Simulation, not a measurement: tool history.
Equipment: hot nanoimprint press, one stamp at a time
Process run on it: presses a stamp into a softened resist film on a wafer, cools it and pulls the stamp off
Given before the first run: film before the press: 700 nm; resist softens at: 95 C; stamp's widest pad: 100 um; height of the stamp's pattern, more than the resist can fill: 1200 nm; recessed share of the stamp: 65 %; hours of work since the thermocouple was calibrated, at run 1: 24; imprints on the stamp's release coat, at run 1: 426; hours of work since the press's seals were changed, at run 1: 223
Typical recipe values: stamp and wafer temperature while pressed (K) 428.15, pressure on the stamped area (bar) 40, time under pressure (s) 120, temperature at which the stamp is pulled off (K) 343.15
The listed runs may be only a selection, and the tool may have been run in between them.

run	hour	stamp and wafer temperature while pressed (K)	pressure on the stamped area (bar)	time under pressure (s)	temperature at which the stamp is pulled off (K)	hours of work since the thermocouple was calibrated	imprints on the stamp's release coat	hours of work since the press's seals were changed	resist left under the stamp's widest pad (angstrom)	greatest force while the stamp is pulled off (N)
1	0	428.15	40	120	343.15	24	426	223	3904	226
2	13.6	428.15	40	120	343.15	34	496	232	3879	230
3	23.8	428.15	40	120	343.15	40	549	239	3863	228
4	29.9	428.15	40	120	343.15	44	580	243	3904	230
5	44.2	428.15	40	120	339.15	54	654	253	3901	261
# hour 48.5: plate thermocouple calibrated
6	59.8	428.15	40	120	328.15	8	719	261	3924	303
7	71.4	428.15	40	120	328.15	15	779	269	3962	310

Expected results for the next run?
8	83.3	428.15	40	120	328.15	23	841	277	?	?

{"run 8": {"resist left under the stamp's widest pad (angstrom)": 3985, "greatest force while the stamp is pulled off (N)": 334}}
The same run, on a tool lacking any hidden state, would have yielded resist left under the stamp's widest pad (angstrom) 3863, greatest force while the stamp is pulled off (N) 275.

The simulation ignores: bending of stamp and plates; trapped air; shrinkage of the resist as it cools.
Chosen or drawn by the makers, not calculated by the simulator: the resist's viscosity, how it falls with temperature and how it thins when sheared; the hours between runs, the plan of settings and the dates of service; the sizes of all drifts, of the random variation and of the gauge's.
